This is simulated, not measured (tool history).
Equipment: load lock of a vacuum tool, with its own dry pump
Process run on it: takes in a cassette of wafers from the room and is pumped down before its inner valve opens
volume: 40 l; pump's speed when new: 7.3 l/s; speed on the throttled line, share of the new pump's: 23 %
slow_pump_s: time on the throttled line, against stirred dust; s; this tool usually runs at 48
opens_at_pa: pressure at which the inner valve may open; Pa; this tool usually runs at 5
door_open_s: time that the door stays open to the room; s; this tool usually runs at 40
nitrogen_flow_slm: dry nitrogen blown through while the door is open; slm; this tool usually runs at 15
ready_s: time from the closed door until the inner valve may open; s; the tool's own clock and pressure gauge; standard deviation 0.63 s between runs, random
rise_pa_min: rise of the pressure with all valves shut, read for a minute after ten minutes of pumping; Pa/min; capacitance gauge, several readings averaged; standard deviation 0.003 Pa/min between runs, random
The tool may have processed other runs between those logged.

run,hour,slow_pump_s,opens_at_pa,door_open_s,nitrogen_flow_slm,"incoming humidity of the room's air, %",ready_s,rise_pa_min
1,0,48,5,40,15,45.4,93.2,0.159
2,76.7,48,5,40,37,44.8,93.3,0.154
3,184.3,48,9,40,15,45,90.2,0.166
4,267.2,48,5,107,15,46.2,93.6,0.186
5,333.6,48,5,56,15,46.2,93.7,0.188
6,408.4,48,5,56,15,43.1,92.6,0.196
7,511.5,48,5,56,15,45,93.9,0.199
8,597.5,48,5,40,15,47.3,94.3,0.207
9,710.2,48,5,40,15,44.3,93.7,0.219
10,828,48,5,40,15,47.3,93.6,0.234
11,912.9,48,5,40,15,42,94.8,0.244
12,981.1,48,5,51,15,45.4,94.5,0.246
13,1042.6,48,5,51,15,47.9,93.3,0.249
14,1154.3,48,5,40,11,45.4,94.1,0.26
15,1217.2,48,5,233,11,42.9,93.8,0.3
16,1296.3,78,7,111,15,42.9,114.4,0.286
17,1407.1,48,8,40,6,42.7,90.2,0.29
18,1533.1,48,8,71,10,41.2,91.4,0.307
19,1606.9,48,8,71,10,45.6,91.6,0.327
20,1685.3,48,5,239,15,45,95.1,0.345
21,1764.8,72,8,32,8,44.9,110,0.341
22,1831.9,72,8,32,8,46.5,109.3,0.346
23,1889.4,28,9,174,35,43.2,75.4,0.355
24,2018.6,56,10,159,15,45.9,95.3,0.388

Run 25 is up next; what results do you expect?
25,2090.6,56,10,159,15,46.2,?,?

{"run 25": {"ready_s": 97.2, "rise_pa_min": 0.392}}
Minus the tool's unlogged condition, the same run would have read ready_s 94.9 s, rise_pa_min 0.029 Pa/min.
